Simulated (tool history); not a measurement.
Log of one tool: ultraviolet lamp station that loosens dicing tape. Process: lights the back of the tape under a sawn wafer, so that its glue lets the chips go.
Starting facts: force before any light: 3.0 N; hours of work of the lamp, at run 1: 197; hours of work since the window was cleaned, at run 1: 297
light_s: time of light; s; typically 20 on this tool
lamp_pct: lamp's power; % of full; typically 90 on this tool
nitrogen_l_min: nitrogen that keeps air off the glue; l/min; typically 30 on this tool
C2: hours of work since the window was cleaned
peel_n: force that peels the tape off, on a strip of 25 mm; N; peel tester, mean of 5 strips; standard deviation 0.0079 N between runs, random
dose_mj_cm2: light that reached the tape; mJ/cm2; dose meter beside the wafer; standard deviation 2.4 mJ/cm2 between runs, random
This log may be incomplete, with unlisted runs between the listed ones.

{"run": 1, "hour": 0.0, "light_s": 20, "lamp_pct": 90, "nitrogen_l_min": 30, "hours of work of the lamp": 197, "C2": 297, "peel_n": 0.304, "dose_mj_cm2": 280}
{"run": 2, "hour": 10.8, "light_s": 20, "lamp_pct": 90, "nitrogen_l_min": 30, "hours of work of the lamp": 203, "C2": 303, "peel_n": 0.315, "dose_mj_cm2": 283}
{"run": 3, "hour": 16.0, "light_s": 20, "lamp_pct": 90, "nitrogen_l_min": 30, "hours of work of the lamp": 206, "C2": 306, "peel_n": 0.304, "dose_mj_cm2": 282}
{"run": 4, "hour": 21.0, "light_s": 39, "lamp_pct": 90, "nitrogen_l_min": 30, "hours of work of the lamp": 209, "C2": 309, "peel_n": 0.159, "dose_mj_cm2": 555}
{"run": 5, "hour": 29.8, "light_s": 39, "lamp_pct": 90, "nitrogen_l_min": 30, "hours of work of the lamp": 214, "C2": 314, "peel_n": 0.167, "dose_mj_cm2": 549}
{"run": 6, "hour": 38.1, "light_s": 20, "lamp_pct": 90, "nitrogen_l_min": 22, "hours of work of the lamp": 219, "C2": 319, "peel_n": 0.364, "dose_mj_cm2": 285}
{"run": 7, "hour": 43.6, "light_s": 20, "lamp_pct": 90, "nitrogen_l_min": 22, "hours of work of the lamp": 222, "C2": 323, "peel_n": 0.353, "dose_mj_cm2": 284}
{"run": 8, "hour": 54.3, "light_s": 20, "lamp_pct": 90, "nitrogen_l_min": 22, "hours of work of the lamp": 229, "C2": 329, "peel_n": 0.361, "dose_mj_cm2": 286}
{"run": 9, "hour": 58.9, "light_s": 20, "lamp_pct": 90, "nitrogen_l_min": 22, "hours of work of the lamp": 231, "C2": 332, "peel_n": 0.38, "dose_mj_cm2": 278}
{"run": 10, "hour": 68.5, "light_s": 20, "lamp_pct": 83, "nitrogen_l_min": 22, "hours of work of the lamp": 237, "C2": 337, "peel_n": 0.414, "dose_mj_cm2": 264}
{"run": 11, "hour": 76.3, "light_s": 20, "lamp_pct": 83, "nitrogen_l_min": 22, "hours of work of the lamp": 242, "C2": 342, "peel_n": 0.418, "dose_mj_cm2": 261}
{"run": 12, "hour": 83.9, "light_s": 20, "lamp_pct": 83, "nitrogen_l_min": 22, "hours of work of the lamp": 246, "C2": 346, "peel_n": 0.42, "dose_mj_cm2": 257}
{"run": 13, "hour": 91.0, "light_s": 20, "lamp_pct": 67, "nitrogen_l_min": 22, "hours of work of the lamp": 250, "C2": 351, "peel_n": 0.566, "dose_mj_cm2": 213}
{"run": 14, "hour": 97.8, "light_s": 20, "lamp_pct": 67, "nitrogen_l_min": 22, "hours of work of the lamp": 254, "C2": 355, "peel_n": 0.578, "dose_mj_cm2": 213}
{"run": 15, "hour": 104.2, "light_s": 20, "lamp_pct": 67, "nitrogen_l_min": 22, "hours of work of the lamp": 258, "C2": 358, "peel_n": 0.581, "dose_mj_cm2": 212}
{"run": 16, "hour": 110.4, "light_s": 20, "lamp_pct": 67, "nitrogen_l_min": 22, "hours of work of the lamp": 262, "C2": 362, "peel_n": 0.563, "dose_mj_cm2": 208}
{"run": 17, "hour": 115.0, "light_s": 20, "lamp_pct": 90, "nitrogen_l_min": 30, "hours of work of the lamp": 264, "C2": 365, "peel_n": 0.308, "dose_mj_cm2": 281}
{"run": 18, "hour": 119.5, "light_s": 20, "lamp_pct": 90, "nitrogen_l_min": 55, "hours of work of the lamp": 267, "C2": 367, "peel_n": 0.234, "dose_mj_cm2": 284}
{"run": 19, "hour": 128.5, "light_s": 20, "lamp_pct": 90, "nitrogen_l_min": 11, "hours of work of the lamp": 272, "C2": 373, "peel_n": 0.552, "dose_mj_cm2": 284}
{"run": 20, "hour": 133.9, "light_s": 28, "lamp_pct": 90, "nitrogen_l_min": 30, "hours of work of the lamp": 276, "C2": 376, "peel_n": 0.202, "dose_mj_cm2": 395}
{"run": 21, "hour": 139.5, "light_s": 13, "lamp_pct": 90, "nitrogen_l_min": 30, "hours of work of the lamp": 279, "C2": 379, "peel_n": 0.61, "dose_mj_cm2": 185}
{"run": 22, "hour": 147.4, "light_s": 13, "lamp_pct": 90, "nitrogen_l_min": 30, "hours of work of the lamp": 284, "C2": 384, "peel_n": 0.572, "dose_mj_cm2": 183}
{"run": 23, "hour": 157.0, "light_s": 27, "lamp_pct": 80, "nitrogen_l_min": 30, "hours of work of the lamp": 289, "C2": 389, "peel_n": 0.228, "dose_mj_cm2": 338}
{"run": 24, "hour": 164.7, "light_s": 27, "lamp_pct": 80, "nitrogen_l_min": 30, "hours of work of the lamp": 294, "C2": 394, "peel_n": 0.241, "dose_mj_cm2": 335}
{"run": 25, "hour": 175.3, "light_s": 37, "lamp_pct": 63, "nitrogen_l_min": 30, "hours of work of the lamp": 300, "C2": 400, "peel_n": 0.221, "dose_mj_cm2": 366}
{"run": 26, "hour": 181.2, "light_s": 37, "lamp_pct": 69, "nitrogen_l_min": 29, "hours of work of the lamp": 303, "C2": 404, "peel_n": 0.19, "dose_mj_cm2": 404}

Run 27 is up next; what results do you expect?
{"run": 27, "hour": 189.2, "light_s": 17, "lamp_pct": 74, "nitrogen_l_min": 40, "hours of work of the lamp": 308, "C2": 408, "peel_n": "?", "dose_mj_cm2": "?"}

Run 27 yielded peel_n 0.470 N, dose_mj_cm2 198 mJ/cm2.
Take away the tool's hidden state, keep the run-to-run variation as it was, and the same run would have given peel_n 0.469 N, dose_mj_cm2 199 mJ/cm2.

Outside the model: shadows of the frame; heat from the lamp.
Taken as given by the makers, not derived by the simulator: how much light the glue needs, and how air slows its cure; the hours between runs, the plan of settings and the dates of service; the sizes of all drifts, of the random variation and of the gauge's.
